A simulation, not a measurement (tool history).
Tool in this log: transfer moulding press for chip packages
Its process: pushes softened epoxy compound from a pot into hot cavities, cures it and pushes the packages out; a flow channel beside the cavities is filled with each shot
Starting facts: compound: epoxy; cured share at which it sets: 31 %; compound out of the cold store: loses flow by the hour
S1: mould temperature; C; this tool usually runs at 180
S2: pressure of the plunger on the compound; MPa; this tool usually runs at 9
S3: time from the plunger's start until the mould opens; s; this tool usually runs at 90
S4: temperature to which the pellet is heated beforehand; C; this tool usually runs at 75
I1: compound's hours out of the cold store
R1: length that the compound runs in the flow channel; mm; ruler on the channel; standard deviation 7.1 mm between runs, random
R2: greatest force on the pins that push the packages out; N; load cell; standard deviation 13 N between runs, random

| run | hour | S1 | S2 | S3 | S4 | I1 | R1 | R2 |
|---|---|---|---|---|---|---|---|---|
| 1 | 0 | 180 | 9 | 90 | 75 | 16.5 | 959 | 963 |
| 2 | 26 | 180 | 9 | 90 | 84 | 26.9 | 902 | 679 |
| 3 | 51.6 | 187 | 9 | 90 | 75 | 39.7 | 841 | 751 |
| 4 | 94.4 | 180 | 10.49 | 90 | 75 | 25 | 961 | 836 |
| 5 | 114.3 | 180 | 10.49 | 90 | 75 | 19.4 | 991 | 1042 |
| 6 | 148.6 | 180 | 9 | 90 | 75 | 13 | 928 | 932 |
| 7 | 172.9 | 180 | 9 | 90 | 75 | 24.5 | 882 | 1031 |
| 8 | 206.2 | 180 | 9 | 90 | 75 | 40.2 | 815 | 934 |
| 9 | 224.2 | 180 | 9 | 90 | 75 | 25.5 | 864 | 1077 |
| 10 | 262.8 | 180 | 9 | 90 | 75 | 16.6 | 899 | 980 |
| 11 | 293.8 | 180 | 9 | 90 | 75 | 28.3 | 839 | 750 |
| 12 | 315 | 180 | 9 | 90 | 75 | 28.1 | 913 | 980 |
| 13 | 355.9 | 180 | 9 | 105 | 75 | 39.3 | 850 | 670 |
| 14 | 382 | 180 | 9 | 90 | 78 | 19.9 | 927 | 972 |
| 15 | 416.7 | 180 | 9 | 90 | 83 | 29 | 883 | 868 |
| 16 | 446 | 180 | 9 | 119 | 75 | 8.4 | 965 | 474 |
| 17 | 480.2 | 180 | 8.35 | 100 | 75 | 8.5 | 923 | 891 |
| 18 | 513.2 | 179 | 10.26 | 80 | 75 | 26 | 935 | 1098 |
| 19 | 555.8 | 179 | 10.26 | 80 | 74 | 31.8 | 896 | 878 |
| 20 | 596 | 179 | 10.26 | 80 | 74 | 9.4 | 979 | 1471 |
| 21 | 638.2 | 185 | 7.29 | 80 | 77 | 23.7 | 819 | 927 |
| 22 | 668.6 | 177 | 9 | 90 | 75 | 30.7 | 907 | 873 |
| 23 | 702.3 | 177 | 9 | 90 | 75 | 34.6 | 883 | 1208 |
| 24 | 735.2 | 177 | 7.71 | 104 | 69 | 30.5 | 815 | 851 |
| 25 | 762.3 | 180 | 8.01 | 85 | 75 | 40.8 | 795 | 674 |
| 26 | 786.6 | 180 | 8.01 | 85 | 75 | 12.5 | 885 | 1041 |
| 27 | 830.2 | 183 | 10.09 | 76 | 65 | 28 | 907 | 1033 |

Between the runs listed above, the log contained 19 entries, not reproduced here. Where in the sequence does each belong, and how does what the log doesn't record of the tool's condition differ from the listed run before to the listed run after?
From run 1 to run 2: cavities cleaned with cleaning compound and waxed (hour 22.1)
  true mould temperature over the reading, C: -0.19 -> -0.23; pressure that reaches the compound, % of what is set: 98.52 -> 97.41; grip of the stained cavities, % over clean ones': 55.4 -> 12.5
  measured less the result without the state, R1: -6 -> -11 mm; R2: +350 -> +81 N
From run 3 to run 4: cavities cleaned with cleaning compound and waxed (hour 74.7)
  true mould temperature over the reading, C: -0.27 -> -0.33; pressure that reaches the compound, % of what is set: 96.02 -> 93.65; grip of the stained cavities, % over clean ones': 60.1 -> 43.5
  measured less the result without the state, R1: -17 -> -32 mm; R2: +285 -> +261 N
From run 5 to run 6: cavities cleaned with cleaning compound and waxed (hour 127.7)
  true mould temperature over the reading, C: -0.36 -> -0.41; pressure that reaches the compound, % of what is set: 92.59 -> 90.86; grip of the stained cavities, % over clean ones': 67.9 -> 46.4
  measured less the result without the state, R1: -38 -> -45 mm; R2: +434 -> +310 N
From run 7 to run 8: cavities cleaned with cleaning compound and waxed (hour 179.3)
  true mould temperature over the reading, C: -0.45 -> -0.5; pressure that reaches the compound, % of what is set: 89.5 -> 87.8; grip of the stained cavities, % over clean ones': 71.6 -> 55.1
  measured less the result without the state, R1: -49 -> -54 mm; R2: +444 -> +346 N
From run 9 to run 10: cavities cleaned with cleaning compound and waxed (hour 233.5)
  true mould temperature over the reading, C: -0.53 -> -0.58; pressure that reaches the compound, % of what is set: 86.86 -> 84.84; grip of the stained cavities, % over clean ones': 72.7 -> 56.7
  measured less the result without the state, R1: -61 -> -76 mm; R2: +469 -> +372 N
From run 10 to run 11: cavities cleaned with cleaning compound and waxed (hour 284.9)
  true mould temperature over the reading, C: -0.58 -> -0.62; pressure that reaches the compound, % of what is set: 84.84 -> 83.12; grip of the stained cavities, % over clean ones': 56.7 -> 27.4
  measured less the result without the state, R1: -76 -> -80 mm; R2: +372 -> +179 N
From run 11 to run 12: plunger's sealing rings changed (hour 299.6)
  true mould temperature over the reading, C: -0.62 -> -0.65; pressure that reaches the compound, % of what is set: 83.12 -> 99.05; grip of the stained cavities, % over clean ones': 27.4 -> 56.9
  measured less the result without the state, R1: -80 -> -3 mm; R2: +179 -> +378 N
From run 12 to run 13: cavities cleaned with cleaning compound and waxed (hour 341.2)
  true mould temperature over the reading, C: -0.65 -> -0.71; pressure that reaches the compound, % of what is set: 99.05 -> 96.9; grip of the stained cavities, % over clean ones': 56.9 -> 33.6
  measured less the result without the state, R1: -3 -> -12 mm; R2: +378 -> +178 N
From run 13 to run 14: mould's thermocouples calibrated (hour 378.4)
  true mould temperature over the reading, C: -0.71 -> -0.12; pressure that reaches the compound, % of what is set: 96.9 -> 95.64; grip of the stained cavities, % over clean ones': 33.6 -> 66
  measured less the result without the state, R1: -12 -> -21 mm; R2: +178 -> +391 N
From run 14 to run 15: cavities cleaned with cleaning compound and waxed (hour 394.2)
  true mould temperature over the reading, C: -0.12 -> -0.18; pressure that reaches the compound, % of what is set: 95.64 -> 93.89; grip of the stained cavities, % over clean ones': 66 -> 44.3
  measured less the result without the state, R1: -21 -> -28 mm; R2: +391 -> +269 N
From run 15 to run 16: cavities cleaned with cleaning compound and waxed (hour 446)
  true mould temperature over the reading, C: -0.18 -> -0.22; pressure that reaches the compound, % of what is set: 93.89 -> 92.3; grip of the stained cavities, % over clean ones': 44.3 -> 0.5
  measured less the result without the state, R1: -28 -> -39 mm; R2: +269 -> +4 N
From run 17 to run 18: cavities cleaned with cleaning compound and waxed (hour 498.7)
  true mould temperature over the reading, C: -0.28 -> -0.33; pressure that reaches the compound, % of what is set: 90.41 -> 88.83; grip of the stained cavities, % over clean ones': 61.3 -> 33.6
  measured less the result without the state, R1: -47 -> -56 mm; R2: +343 -> +293 N
From run 18 to run 19: cavities cleaned with cleaning compound and waxed (hour 552.1)
  true mould temperature over the reading, C: -0.33 -> -0.39; pressure that reaches the compound, % of what is set: 88.83 -> 86.85; grip of the stained cavities, % over clean ones': 33.6 -> 9
  measured less the result without the state, R1: -56 -> -64 mm; R2: +293 -> +92 N
From run 20 to run 21: cavities cleaned with cleaning compound and waxed (hour 604.4); plunger's sealing rings changed (hour 618.6)
  true mould temperature over the reading, C: -0.45 -> -0.51; pressure that reaches the compound, % of what is set: 84.83 -> 98.29; grip of the stained cavities, % over clean ones': 69 -> 57.4
  measured less the result without the state, R1: -83 -> -7 mm; R2: +627 -> +352 N
From run 21 to run 22: cavities cleaned with cleaning compound and waxed (hour 659.6)
  true mould temperature over the reading, C: -0.51 -> -0.56; pressure that reaches the compound, % of what is set: 98.29 -> 96.83; grip of the stained cavities, % over clean ones': 57.4 -> 21.6
  measured less the result without the state, R1: -7 -> -13 mm; R2: +352 -> +181 N
From run 23 to run 24: cavities cleaned with cleaning compound and waxed (hour 710.6)
  true mould temperature over the reading, C: -0.61 -> -0.65; pressure that reaches the compound, % of what is set: 94.99 -> 93.31; grip of the stained cavities, % over clean ones': 70.1 -> 50.3
  measured less the result without the state, R1: -22 -> -27 mm; R2: +521 -> +302 N
From run 24 to run 25: cavities cleaned with cleaning compound and waxed (hour 762.3)
  true mould temperature over the reading, C: -0.65 -> -0.69; pressure that reaches the compound, % of what is set: 93.31 -> 91.95; grip of the stained cavities, % over clean ones': 50.3 -> 0.9
  measured less the result without the state, R1: -27 -> -33 mm; R2: +302 -> +31 N
From run 26 to run 27: cavities cleaned with cleaning compound and waxed (hour 813.2)
  true mould temperature over the reading, C: -0.73 -> -0.8; pressure that reaches the compound, % of what is set: 90.67 -> 88.52; grip of the stained cavities, % over clean ones': 49.9 -> 40.3
  measured less the result without the state, R1: -43 -> -56 mm; R2: +377 -> +331 N
